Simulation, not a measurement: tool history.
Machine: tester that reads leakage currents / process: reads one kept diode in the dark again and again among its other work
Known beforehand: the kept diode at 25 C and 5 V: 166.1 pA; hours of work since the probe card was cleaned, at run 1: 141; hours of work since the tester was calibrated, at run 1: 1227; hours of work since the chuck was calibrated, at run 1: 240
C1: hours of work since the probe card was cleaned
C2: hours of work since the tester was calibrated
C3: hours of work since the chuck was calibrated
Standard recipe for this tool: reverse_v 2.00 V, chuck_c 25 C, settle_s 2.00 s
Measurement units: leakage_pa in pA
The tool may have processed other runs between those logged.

Run 1, day 0.000: usual settings; C1 141; C2 1227; C3 240. Result: leakage_pa 122.23 pA.
Run 2, day 1.433: usual settings; C1 167; C2 1253; C3 266. Result: leakage_pa 122.65 pA.
Run 3, day 3.846: usual settings; C1 211; C2 1297; C3 310. Result: leakage_pa 123.45 pA.
Run 4, day 6.525: usual settings; C1 259; C2 1345; C3 358. Result: leakage_pa 124.19 pA.
Run 5, day 8.692: usual settings; C1 298; C2 1385; C3 398. Result: leakage_pa 124.30 pA.
Run 6, day 10.071: usual settings; C1 324; C2 1410; C3 423. Result: leakage_pa 124.78 pA.
Run 7, day 12.492: usual settings; C1 368; C2 1454; C3 467. Result: leakage_pa 125.58 pA.
Run 8, day 14.279: usual settings; C1 400; C2 1486; C3 499. Result: leakage_pa 125.29 pA.
Run 9, day 15.871: usual settings; C1 429; C2 1515; C3 528. Result: leakage_pa 126.01 pA.
Run 10, day 17.412: usual settings; C1 457; C2 1543; C3 556. Result: leakage_pa 126.60 pA.
At day 17.700: tester calibrated.
Run 11, day 19.679: usual settings but reverse_v 19.05 V, chuck_c 22 C; C1 497; C2 36; C3 596. Result: leakage_pa 212.97 pA.
Run 12, day 21.288: usual settings but reverse_v 19.05 V, chuck_c 22 C; C1 526; C2 65; C3 625. Result: leakage_pa 213.18 pA.
Run 13, day 23.862: usual settings but reverse_v 1.24 V; C1 572; C2 112; C3 671. Result: leakage_pa 107.45 pA.
Run 14, day 25.275: usual settings but chuck_c 42 C, settle_s 4.61 s; C1 598; C2 138; C3 697. Result: leakage_pa 606.58 pA.
Run 15, day 27.396: usual settings but reverse_v 12.76 V, chuck_c 50 C, settle_s 4.61 s; C1 637; C2 176; C3 736. Result: leakage_pa 2282.68 pA.
Run 16, day 29.038: usual settings but reverse_v 4.58 V, chuck_c 35 C; C1 666; C2 206; C3 765. Result: leakage_pa 434.51 pA.
At day 30.342: tester calibrated, once more.
Run 17, day 31.933: usual settings but reverse_v 3.27 V, chuck_c 60 C, settle_s 0.49 s; C1 717; C2 29; C3 817. Result: leakage_pa 3220.77 pA.
Run 18, day 34.346: usual settings but reverse_v 7.38 V, chuck_c 27 C, settle_s 0.33 s; C1 761; C2 73; C3 860. Result: leakage_pa 257.48 pA.
Run 19, day 36.646: usual settings but reverse_v 7.38 V, chuck_c 27 C, settle_s 0.33 s; C1 803; C2 114; C3 902. Result: leakage_pa 258.93 pA.

Predict each of these 5 candidate next runs independently; none follows another, all start after run 19:
At day 38.796: chuck's temperature calibrated.
Run A, day 38.962: usual settings but reverse_v 10.86 V, chuck_c 35 C, settle_s 4.15 s; C1 844; C2 155; C3 3. Result: leakage_pa ?.
At day 38.796: chuck's temperature calibrated.
Run B, day 38.962: usual settings but reverse_v 4.87 V, chuck_c 22 C, settle_s 0.70 s; C1 844; C2 155; C3 3. Result: leakage_pa ?.
At day 38.796: chuck's temperature calibrated.
Run C, day 38.962: usual settings but reverse_v 7.38 V, chuck_c 43 C, settle_s 3.30 s; C1 844; C2 155; C3 3. Result: leakage_pa ?.
At day 38.796: chuck's temperature calibrated.
Run D, day 38.962: usual settings but reverse_v 16.72 V, chuck_c 58 C, settle_s 0.41 s; C1 844; C2 155; C3 3. Result: leakage_pa ?.
At day 38.796: chuck's temperature calibrated.
Run E, day 38.962: usual settings but reverse_v 7.38 V, chuck_c 39 C, settle_s 0.33 s; C1 844; C2 155; C3 3. Result: leakage_pa ?.

run  leakage_pa
  A      560.94
  B      126.79
  C      996.27
  D     4595.34
  E      706.51
Stripped of hidden state, with their random variation kept, the same runs would have yielded:
run  leakage_pa
  A      560.22
  B      125.36
  C     1001.14
  D     4624.03
  E      708.87
